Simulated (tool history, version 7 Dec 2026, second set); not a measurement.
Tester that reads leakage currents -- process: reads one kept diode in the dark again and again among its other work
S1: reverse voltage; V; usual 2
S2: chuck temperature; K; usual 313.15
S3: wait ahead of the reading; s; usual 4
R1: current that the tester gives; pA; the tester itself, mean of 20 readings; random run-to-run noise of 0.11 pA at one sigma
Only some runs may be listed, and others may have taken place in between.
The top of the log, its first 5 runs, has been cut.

| run | hour | S1 | S2 | S3 | R1 |
|---|---|---|---|---|---|
| 6 | 624.2 | 2 | 311.15 | 9.1 | 30.62 |
| 7 | 732 | 2 | 317.15 | 9.1 | 44.22 |
| 8 | 845.3 | 2 | 317.15 | 9.1 | 44.01 |
| 9 | 1006.8 | 2 | 313.15 | 4 | 34.07 |
| 10 | 1134 | 2 | 313.15 | 4 | 33.59 |
|  | 1162.8 | probe card cleaned and baked |
| 11 | 1253.9 | 2 | 313.15 | 4 | 34.68 |
| 12 | 1333.3 | 2 | 313.15 | 4 | 34.24 |
| 13 | 1454.8 | 2 | 313.15 | 4 | 34.12 |
|  | 1527 | probe card cleaned and baked, once more |
| 14 | 1558.4 | 2 | 313.15 | 4 | 29.82 |
| 15 | 1652.1 | 2 | 313.15 | 3.42 | 29.74 |
|  | 1701.9 | tester calibrated |
| 16 | 1746.7 | 2 | 294.15 | 4 | 7.44 |
|  | 1789.1 | chuck's temperature calibrated |
| 17 | 1921.1 | 2 | 294.15 | 4.68 | 8.46 |
| 18 | 2082.3 | 7.99 | 294.15 | 4.68 | 17.5 |
| 19 | 2152.4 | 7.99 | 294.15 | 4.68 | 17.64 |

Forecast run 20:
| 20 | 2242.1 | 7.99 | 294.15 | 4.68 | ? |

Run 20 came out at R1 17.64 pA.
Had the tool carried no hidden state, the very same run would have given R1 16.45 pA.
